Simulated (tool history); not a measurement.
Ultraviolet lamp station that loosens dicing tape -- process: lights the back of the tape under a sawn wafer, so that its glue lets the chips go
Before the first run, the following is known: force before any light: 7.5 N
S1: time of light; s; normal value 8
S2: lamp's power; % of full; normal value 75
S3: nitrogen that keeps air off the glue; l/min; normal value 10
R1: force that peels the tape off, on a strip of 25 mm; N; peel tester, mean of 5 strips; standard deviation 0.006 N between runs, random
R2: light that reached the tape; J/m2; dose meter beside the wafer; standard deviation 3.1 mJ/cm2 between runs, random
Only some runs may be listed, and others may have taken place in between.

run	hour	S1	S2	S3	R1	R2
1	0	8	75	10	0.274	3980
2	47.2	8	75	10	0.286	3840
# hour 53.7: window cleaned of glue's vapour
3	146.8	8	75	10	0.196	4380
4	196.1	8	75	10	0.224	4250
5	239.8	8	75	10	0.239	4150
6	334.8	11	75	6	0.194	5540
7	394.2	5	68	17	0.734	2200
8	443.2	5	68	17	0.712	2160
9	541	9	61	5	0.775	3280
10	601	5	64	8	1.622	1840

Here are 4 independent what-if runs from the current tool condition. What would each one return?
A	651	9	85	10	?	?
B	651	8	75	4	?	?
C	651	7	67	9	?	?
D	651	14	97	13	?	?

run	R1	R2
A	0.193	4380
B	0.882	3380
C	0.722	2630
D	0.087	7680
Take away the tool's hidden state, keep each run's random variation, and the runs would have read:
run	R1	R2
A	0.098	6210
B	0.401	4790
C	0.312	3730
D	0.085	10890
